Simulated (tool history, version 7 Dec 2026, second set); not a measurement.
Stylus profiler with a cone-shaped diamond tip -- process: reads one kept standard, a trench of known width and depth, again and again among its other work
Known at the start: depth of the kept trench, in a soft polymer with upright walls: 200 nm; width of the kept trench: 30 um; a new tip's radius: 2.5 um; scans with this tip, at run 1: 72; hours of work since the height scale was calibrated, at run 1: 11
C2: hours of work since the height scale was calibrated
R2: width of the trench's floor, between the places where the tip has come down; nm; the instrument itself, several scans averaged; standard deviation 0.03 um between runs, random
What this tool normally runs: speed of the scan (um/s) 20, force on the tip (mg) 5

{"run": 1, "hour": 0.0, "speed of the scan (um/s)": 20, "force on the tip (mg)": 5, "scans with this tip": 72, "C2": 11, "depth of the trench (Å)": 2037.3, "R2": 27920}
{"run": 2, "hour": 80.9, "speed of the scan (um/s)": 11, "force on the tip (mg)": 5, "scans with this tip": 305, "C2": 48, "depth of the trench (Å)": 2037.7, "R2": 27970}
{"run": 3, "hour": 122.1, "speed of the scan (um/s)": 11, "force on the tip (mg)": 5, "scans with this tip": 424, "C2": 67, "depth of the trench (Å)": 2037.7, "R2": 28000}
{"run": 4, "hour": 166.5, "speed of the scan (um/s)": 11, "force on the tip (mg)": 5, "scans with this tip": 551, "C2": 87, "depth of the trench (Å)": 2037.9, "R2": 27960}
{"run": 5, "hour": 209.6, "speed of the scan (um/s)": 11, "force on the tip (mg)": 5, "scans with this tip": 676, "C2": 106, "depth of the trench (Å)": 2037.1, "R2": 27980}
{"run": 6, "hour": 260.7, "speed of the scan (um/s)": 20, "force on the tip (mg)": 5, "scans with this tip": 823, "C2": 130, "depth of the trench (Å)": 2036.9, "R2": 27920}
{"run": 7, "hour": 326.0, "speed of the scan (um/s)": 20, "force on the tip (mg)": 5, "scans with this tip": 1011, "C2": 159, "depth of the trench (Å)": 2037.4, "R2": 27980}
{"run": 8, "hour": 389.8, "speed of the scan (um/s)": 20, "force on the tip (mg)": 5.76, "scans with this tip": 1195, "C2": 188, "depth of the trench (Å)": 2041.4, "R2": 27980}
{"run": 9, "hour": 471.8, "speed of the scan (um/s)": 20, "force on the tip (mg)": 5.76, "scans with this tip": 1431, "C2": 225, "depth of the trench (Å)": 2041.6, "R2": 27900}
{"run": 10, "hour": 531.1, "speed of the scan (um/s)": 20, "force on the tip (mg)": 5.76, "scans with this tip": 1601, "C2": 252, "depth of the trench (Å)": 2040.7, "R2": 27960}
{"run": 11, "hour": 587.7, "speed of the scan (um/s)": 20, "force on the tip (mg)": 5.76, "scans with this tip": 1764, "C2": 278, "depth of the trench (Å)": 2041.1, "R2": 27930}
{"run": 12, "hour": 639.3, "speed of the scan (um/s)": 20, "force on the tip (mg)": 5.76, "scans with this tip": 1913, "C2": 301, "depth of the trench (Å)": 2040.6, "R2": 27910}
{"run": 13, "hour": 715.3, "speed of the scan (um/s)": 20, "force on the tip (mg)": 5, "scans with this tip": 2132, "C2": 336, "depth of the trench (Å)": 2036.7, "R2": 27860}
{"run": 14, "hour": 757.6, "speed of the scan (um/s)": 20, "force on the tip (mg)": 5, "scans with this tip": 2254, "C2": 355, "depth of the trench (Å)": 2037.6, "R2": 27850}
{"run": 15, "hour": 829.4, "speed of the scan (um/s)": 20, "force on the tip (mg)": 5, "scans with this tip": 2460, "C2": 387, "depth of the trench (Å)": 2036.8, "R2": 27810}
{"run": 16, "hour": 891.7, "speed of the scan (um/s)": 20, "force on the tip (mg)": 5.38, "scans with this tip": 2640, "C2": 416, "depth of the trench (Å)": 2038.6, "R2": 27790}
{"run": 17, "hour": 973.6, "speed of the scan (um/s)": 20, "force on the tip (mg)": 5.38, "scans with this tip": 2876, "C2": 453, "depth of the trench (Å)": 2037.9, "R2": 27840}
{"run": 18, "hour": 1058.9, "speed of the scan (um/s)": 20, "force on the tip (mg)": 5, "scans with this tip": 3121, "C2": 492, "depth of the trench (Å)": 2036.8, "R2": 27780}

Expected results for the next run?
{"run": 19, "hour": 1094.5, "speed of the scan (um/s)": 29, "force on the tip (mg)": 5.13, "scans with this tip": 3224, "C2": 508, "depth of the trench (Å)": "?", "R2": "?"}

depth of the trench (Å): 2036.5
R2: 27690 nm
The same run, on a tool lacking any hidden state, would have yielded depth of the trench (Å) 2038.4, R2 27890 nm.

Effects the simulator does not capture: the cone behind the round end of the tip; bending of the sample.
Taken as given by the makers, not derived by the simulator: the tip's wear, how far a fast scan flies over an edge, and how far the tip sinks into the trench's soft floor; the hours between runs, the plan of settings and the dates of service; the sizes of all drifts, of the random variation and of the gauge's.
